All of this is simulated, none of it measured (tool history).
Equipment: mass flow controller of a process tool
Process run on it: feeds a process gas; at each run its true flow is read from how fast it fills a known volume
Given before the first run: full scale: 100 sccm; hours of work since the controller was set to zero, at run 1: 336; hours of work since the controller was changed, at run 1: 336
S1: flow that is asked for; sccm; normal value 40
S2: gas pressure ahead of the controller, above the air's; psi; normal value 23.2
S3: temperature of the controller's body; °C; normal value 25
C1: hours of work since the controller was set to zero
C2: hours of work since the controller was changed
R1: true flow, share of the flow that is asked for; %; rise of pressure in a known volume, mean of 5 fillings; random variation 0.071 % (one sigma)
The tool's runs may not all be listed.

run	hour	S1	S2	S3	C1	C2	R1
1	0	40	23.2	25	336	336	99.95
2	153.3	40	23.2	25	411	411	99.83
3	346.3	40	23.2	25	506	506	99.68
4	495.8	40	23.2	25	579	579	99.45
5	678.9	40	23.2	25	669	669	99.2
6	898.1	40	23.2	25	776	776	99.17
7	1105	40	23.2	25	878	878	99.04
8	1288.3	40	23.2	25	967	967	98.69
9	1443.2	30	23.2	25	1043	1043	98.64
10	1661.6	30	23.2	25	1150	1150	98.5
11	1820.8	30	23.2	25	1228	1228	98.19
12	1945.5	30	23.2	25	1289	1289	98.19
13	2090.5	30	23.6	31	1360	1360	98.57
# hour 2206.5: gauge calibrated
14	2256.2	50	29.9	23	1441	1441	99.32
15	2476.8	50	29.9	23	1550	1550	99.33
16	2610.2	40	28.9	26	1615	1615	99.35
17	2802.6	44	32.5	21	1709	1709	98.59
18	3046.2	30	36.7	20	1828	1828	98.08
19	3174.4	94	36.7	31	1891	1891	99.15
20	3329	40	20.6	25	1967	1967	99.12
21	3573.9	40	30.6	25	2087	2087	98.34
22	3677.2	40	30.6	26	2138	2138	98.41
23	3870.4	40	30.6	26	2232	2232	98.31
24	4089.5	14	40.2	27	2340	2340	97.53

3 ways to go on from here, each from the tool as it stands after run 24. What would each give?
A	4288.7	14	40.2	34	2437	2437	?
B	4288.7	11	22.6	23	2437	2437	?
C	4288.7	11	21.8	30	2437	2437	?

run	R1
A	97.84
B	97.87
C	98.37
With the hidden condition removed and each run's random variation left untouched, the same runs would have given:
run	R1
A	99.59
B	99.61
C	100.12
